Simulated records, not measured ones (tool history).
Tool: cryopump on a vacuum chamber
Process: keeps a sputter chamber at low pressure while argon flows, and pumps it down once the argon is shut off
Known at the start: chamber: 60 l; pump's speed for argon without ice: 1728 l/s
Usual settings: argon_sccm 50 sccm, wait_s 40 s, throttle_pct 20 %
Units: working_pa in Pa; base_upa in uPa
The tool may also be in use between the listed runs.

{"run": 1, "hour": 0.0, "argon_sccm": 50, "wait_s": 40, "throttle_pct": 20, "working_pa": 0.256, "base_upa": 1.9}
{"run": 2, "hour": 10.2, "argon_sccm": 50, "wait_s": 40, "throttle_pct": 20, "working_pa": 0.2561, "base_upa": 1.93}
{"run": 3, "hour": 29.5, "argon_sccm": 50, "wait_s": 199, "throttle_pct": 20, "working_pa": 0.2561, "base_upa": 0.73}
{"run": 4, "hour": 42.8, "argon_sccm": 50, "wait_s": 199, "throttle_pct": 20, "working_pa": 0.2588, "base_upa": 0.72}
{"run": 5, "hour": 58.6, "argon_sccm": 50, "wait_s": 40, "throttle_pct": 20, "working_pa": 0.255, "base_upa": 1.94}
{"run": 6, "hour": 75.0, "argon_sccm": 50, "wait_s": 40, "throttle_pct": 20, "working_pa": 0.2563, "base_upa": 1.96}
{"run": 7, "hour": 95.6, "argon_sccm": 59, "wait_s": 40, "throttle_pct": 20, "working_pa": 0.3055, "base_upa": 1.98}
{"run": 8, "hour": 107.8, "argon_sccm": 59, "wait_s": 40, "throttle_pct": 20, "working_pa": 0.3055, "base_upa": 1.96}
{"run": 9, "hour": 123.1, "argon_sccm": 59, "wait_s": 40, "throttle_pct": 20, "working_pa": 0.305, "base_upa": 1.98}
{"run": 10, "hour": 142.5, "argon_sccm": 59, "wait_s": 40, "throttle_pct": 20, "working_pa": 0.3073, "base_upa": 2.03}
{"run": 11, "hour": 163.0, "argon_sccm": 38, "wait_s": 40, "throttle_pct": 20, "working_pa": 0.1983, "base_upa": 2.13}
{"run": 12, "hour": 176.0, "argon_sccm": 38, "wait_s": 40, "throttle_pct": 20, "working_pa": 0.1974, "base_upa": 2.12}
{"run": 13, "hour": 194.2, "argon_sccm": 38, "wait_s": 40, "throttle_pct": 20, "working_pa": 0.1984, "base_upa": 2.13}
{"run": 14, "hour": 204.6, "argon_sccm": 50, "wait_s": 40, "throttle_pct": 33, "working_pa": 0.1651, "base_upa": 2.14}
{"run": 15, "hour": 223.3, "argon_sccm": 50, "wait_s": 40, "throttle_pct": 20, "working_pa": 0.261, "base_upa": 2.15}
{"run": 16, "hour": 233.1, "argon_sccm": 50, "wait_s": 25, "throttle_pct": 20, "working_pa": 0.2632, "base_upa": 3}
{"run": 17, "hour": 242.7, "argon_sccm": 50, "wait_s": 25, "throttle_pct": 20, "working_pa": 0.2612, "base_upa": 3.05}
{"run": 18, "hour": 254.4, "argon_sccm": 40, "wait_s": 164, "throttle_pct": 15, "working_pa": 0.2757, "base_upa": 1.07}
{"run": 19, "hour": 274.5, "argon_sccm": 21, "wait_s": 38, "throttle_pct": 44, "working_pa": 0.055, "base_upa": 2.32}
{"run": 20, "hour": 295.3, "argon_sccm": 25, "wait_s": 40, "throttle_pct": 58, "working_pa": 0.052, "base_upa": 2.21}
{"run": 21, "hour": 307.0, "argon_sccm": 25, "wait_s": 30, "throttle_pct": 58, "working_pa": 0.053, "base_upa": 2.78}
{"run": 22, "hour": 318.7, "argon_sccm": 71, "wait_s": 176, "throttle_pct": 16, "working_pa": 0.4615, "base_upa": 1.11}
{"hour": 329.5, "done": "pump warmed up, emptied and cooled again"}
{"run": 23, "hour": 337.0, "argon_sccm": 71, "wait_s": 111, "throttle_pct": 16, "working_pa": 0.4349, "base_upa": 1.05}
{"run": 24, "hour": 350.9, "argon_sccm": 71, "wait_s": 95, "throttle_pct": 19, "working_pa": 0.3653, "base_upa": 1.2}
{"run": 25, "hour": 362.9, "argon_sccm": 31, "wait_s": 216, "throttle_pct": 42, "working_pa": 0.0732, "base_upa": 0.86}
{"run": 26, "hour": 384.0, "argon_sccm": 31, "wait_s": 216, "throttle_pct": 42, "working_pa": 0.0731, "base_upa": 0.88}
{"run": 27, "hour": 393.5, "argon_sccm": 31, "wait_s": 216, "throttle_pct": 42, "working_pa": 0.0731, "base_upa": 0.87}
{"run": 28, "hour": 406.3, "argon_sccm": 90, "wait_s": 40, "throttle_pct": 28, "working_pa": 0.3177, "base_upa": 2.08}
{"run": 29, "hour": 416.7, "argon_sccm": 90, "wait_s": 40, "throttle_pct": 30, "working_pa": 0.2964, "base_upa": 2.12}
{"run": 30, "hour": 438.6, "argon_sccm": 24, "wait_s": 40, "throttle_pct": 60, "working_pa": 0.0412, "base_upa": 2.17}

The same runs without the tool's hidden state, with the same run-to-run variation:
The hidden state here: pump's speed, % of a pump's without ice; cold plate's temperature, K; leak into the chamber, uPa l/s; drift of the gauge itself on working_pa, %; drift of the gauge itself on base_upa, %.
run=1 working_pa=0.2452 base_upa=1.69
run=2 working_pa=0.2449 base_upa=1.71
run=3 working_pa=0.2445 base_upa=0.5
run=4 working_pa=0.2468 base_upa=0.47
run=5 working_pa=0.2427 base_upa=1.68
run=6 working_pa=0.2435 base_upa=1.68
run=7 working_pa=0.2896 base_upa=1.67
run=8 working_pa=0.2892 base_upa=1.65
run=9 working_pa=0.2882 base_upa=1.64
run=10 working_pa=0.2898 base_upa=1.67
run=11 working_pa=0.1866 base_upa=1.75
run=12 working_pa=0.1854 base_upa=1.72
run=13 working_pa=0.186 base_upa=1.71
run=14 working_pa=0.1484 base_upa=1.71
run=15 working_pa=0.2438 base_upa=1.69
run=16 working_pa=0.2455 base_upa=2.54
run=17 working_pa=0.2434 base_upa=2.57
run=18 working_pa=0.261 base_upa=0.59
run=19 working_pa=0.047 base_upa=1.8
run=20 working_pa=0.042 base_upa=1.67
run=21 working_pa=0.043 base_upa=2.21
run=22 working_pa=0.4325 base_upa=0.53
run=23 working_pa=0.4338 base_upa=0.68
run=24 working_pa=0.3638 base_upa=0.82
run=25 working_pa=0.0724 base_upa=0.45
run=26 working_pa=0.072 base_upa=0.46
run=27 working_pa=0.0719 base_upa=0.44
run=28 working_pa=0.3139 base_upa=1.65
run=29 working_pa=0.2923 base_upa=1.68
run=30 working_pa=0.0398 base_upa=1.7
